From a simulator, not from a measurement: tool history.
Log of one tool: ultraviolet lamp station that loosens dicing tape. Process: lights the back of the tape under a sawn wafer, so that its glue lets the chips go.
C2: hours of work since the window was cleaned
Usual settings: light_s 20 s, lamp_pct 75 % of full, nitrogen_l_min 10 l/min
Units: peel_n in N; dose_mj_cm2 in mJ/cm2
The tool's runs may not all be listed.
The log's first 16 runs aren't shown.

run 17 hour=350.3 | light_s=38 lamp_pct=75 nitrogen_l_min=10 | hours_of_work_of_the_lamp=384 C2=132 | peel_n=0.181 dose_mj_cm2=697
run 18 hour=371.5 | light_s=20 lamp_pct=68 nitrogen_l_min=10 | hours_of_work_of_the_lamp=394 C2=141 | peel_n=0.531 dose_mj_cm2=335
run 19 hour=394.6 | light_s=20 lamp_pct=68 nitrogen_l_min=10 | hours_of_work_of_the_lamp=404 C2=152 | peel_n=0.509 dose_mj_cm2=335
run 20 hour=424.3 | light_s=20 lamp_pct=68 nitrogen_l_min=10 | hours_of_work_of_the_lamp=418 C2=165 | peel_n=0.514 dose_mj_cm2=337
run 21 hour=457.7 | light_s=19 lamp_pct=75 nitrogen_l_min=10 | hours_of_work_of_the_lamp=433 C2=180 | peel_n=0.501 dose_mj_cm2=345
run 22 hour=480.0 | light_s=19 lamp_pct=75 nitrogen_l_min=10 | hours_of_work_of_the_lamp=443 C2=190 | peel_n=0.502 dose_mj_cm2=353
run 23 hour=508.5 | light_s=37 lamp_pct=63 nitrogen_l_min=8 | hours_of_work_of_the_lamp=456 C2=203 | peel_n=0.244 dose_mj_cm2=568
run 24 hour=522.5 | light_s=16 lamp_pct=94 nitrogen_l_min=9 | hours_of_work_of_the_lamp=462 C2=210 | peel_n=0.485 dose_mj_cm2=371
run 25 hour=552.2 | light_s=16 lamp_pct=88 nitrogen_l_min=9 | hours_of_work_of_the_lamp=476 C2=223 | peel_n=0.524 dose_mj_cm2=347

The next listed run, before its measurement:
run 26 hour=578.5 | light_s=16 lamp_pct=88 nitrogen_l_min=9 | hours_of_work_of_the_lamp=488 C2=235 | peel_n=? dose_mj_cm2=?

{"run 26": {"peel_n": 0.521, "dose_mj_cm2": 351}}
Without the tool's hidden state the same run would have given peel_n 0.520 N, dose_mj_cm2 352 mJ/cm2.
